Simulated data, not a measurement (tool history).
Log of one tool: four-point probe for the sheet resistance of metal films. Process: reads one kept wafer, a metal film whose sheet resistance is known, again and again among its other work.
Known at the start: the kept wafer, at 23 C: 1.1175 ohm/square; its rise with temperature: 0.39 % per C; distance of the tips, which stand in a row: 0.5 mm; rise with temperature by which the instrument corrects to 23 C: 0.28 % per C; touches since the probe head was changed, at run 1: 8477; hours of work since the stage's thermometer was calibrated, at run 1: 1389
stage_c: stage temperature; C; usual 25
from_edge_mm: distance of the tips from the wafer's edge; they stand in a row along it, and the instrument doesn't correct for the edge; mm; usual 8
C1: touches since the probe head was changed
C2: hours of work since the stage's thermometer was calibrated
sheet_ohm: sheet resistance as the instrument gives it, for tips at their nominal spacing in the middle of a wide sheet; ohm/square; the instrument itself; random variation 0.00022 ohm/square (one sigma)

run 1 day=0.000 | stage_c=25 from_edge_mm=8 | C1=8477 C2=1389 | sheet_ohm=1.121525
run 2 day=0.442 | stage_c=25 from_edge_mm=8 | C1=8773 C2=1397 | sheet_ohm=1.121536
run 3 day=0.942 | stage_c=25 from_edge_mm=6 | C1=9111 C2=1407 | sheet_ohm=1.122971
run 4 day=1.550 | stage_c=25 from_edge_mm=6 | C1=9518 C2=1418 | sheet_ohm=1.122832
run 5 day=1.996 | stage_c=25 from_edge_mm=8 | C1=9820 C2=1426 | sheet_ohm=1.121276
run 6 day=2.388 | stage_c=25 from_edge_mm=8 | C1=10082 C2=1434 | sheet_ohm=1.121208
run 7 day=2.846 | stage_c=25 from_edge_mm=8 | C1=10391 C2=1442 | sheet_ohm=1.121659
run 8 day=3.362 | stage_c=25 from_edge_mm=8 | C1=10738 C2=1452 | sheet_ohm=1.121376
run 9 day=3.729 | stage_c=25 from_edge_mm=8 | C1=10985 C2=1459 | sheet_ohm=1.121494
run 10 day=4.054 | stage_c=25 from_edge_mm=8 | C1=11201 C2=1465 | sheet_ohm=1.121182
run 11 day=4.612 | stage_c=20 from_edge_mm=8 | C1=11578 C2=1475 | sheet_ohm=1.115543
run 12 day=4.979 | stage_c=20 from_edge_mm=8 | C1=11823 C2=1482 | sheet_ohm=1.115324
run 13 day=5.362 | stage_c=20 from_edge_mm=8 | C1=12083 C2=1489 | sheet_ohm=1.114990
run 14 day=5.621 | stage_c=25 from_edge_mm=36 | C1=12255 C2=1494 | sheet_ohm=1.118569
run 15 day=5.925 | stage_c=29 from_edge_mm=8 | C1=12460 C2=1500 | sheet_ohm=1.126009
run 16 day=6.504 | stage_c=29 from_edge_mm=8 | C1=12849 C2=1511 | sheet_ohm=1.125868
run 17 day=7.108 | stage_c=25 from_edge_mm=5 | C1=13256 C2=1522 | sheet_ohm=1.125340
run 18 day=7.662 | stage_c=25 from_edge_mm=5 | C1=13629 C2=1532 | sheet_ohm=1.125003
run 19 day=8.142 | stage_c=25 from_edge_mm=5 | C1=13949 C2=1541 | sheet_ohm=1.124818
-- day=8.350 stage's thermometer calibrated
run 20 day=8.746 | stage_c=25 from_edge_mm=5 | C1=14341 C2=7 | sheet_ohm=1.125193
run 21 day=9.029 | stage_c=33 from_edge_mm=5 | C1=14531 C2=13 | sheet_ohm=1.134890
run 22 day=9.500 | stage_c=33 from_edge_mm=5 | C1=14848 C2=21 | sheet_ohm=1.134266
run 23 day=9.858 | stage_c=25 from_edge_mm=7 | C1=15088 C2=28 | sheet_ohm=1.122012
-- day=10.004 stage's thermometer calibrated, once more
run 24 day=10.150 | stage_c=29 from_edge_mm=7 | C1=15270 C2=3 | sheet_ohm=1.125853
run 25 day=10.512 | stage_c=20 from_edge_mm=20 | C1=15515 C2=9 | sheet_ohm=1.112840
run 26 day=11.071 | stage_c=20 from_edge_mm=54 | C1=15890 C2=20 | sheet_ohm=1.112174
run 27 day=11.358 | stage_c=20 from_edge_mm=54 | C1=16084 C2=25 | sheet_ohm=1.112090
run 28 day=11.654 | stage_c=28 from_edge_mm=5 | C1=16281 C2=31 | sheet_ohm=1.127850
run 29 day=12.154 | stage_c=34 from_edge_mm=12 | C1=16618 C2=40 | sheet_ohm=1.129263
run 30 day=12.417 | stage_c=19 from_edge_mm=29 | C1=16794 C2=45 | sheet_ohm=1.111306

Forecast run 31:
run 31 day=13.042 | stage_c=26 from_edge_mm=7 | C1=17214 C2=57 | sheet_ohm=?

sheet_ohm: 1.122433 ohm/square
Without the tool's hidden state the same run would have given sheet_ohm 1.124202 ohm/square.

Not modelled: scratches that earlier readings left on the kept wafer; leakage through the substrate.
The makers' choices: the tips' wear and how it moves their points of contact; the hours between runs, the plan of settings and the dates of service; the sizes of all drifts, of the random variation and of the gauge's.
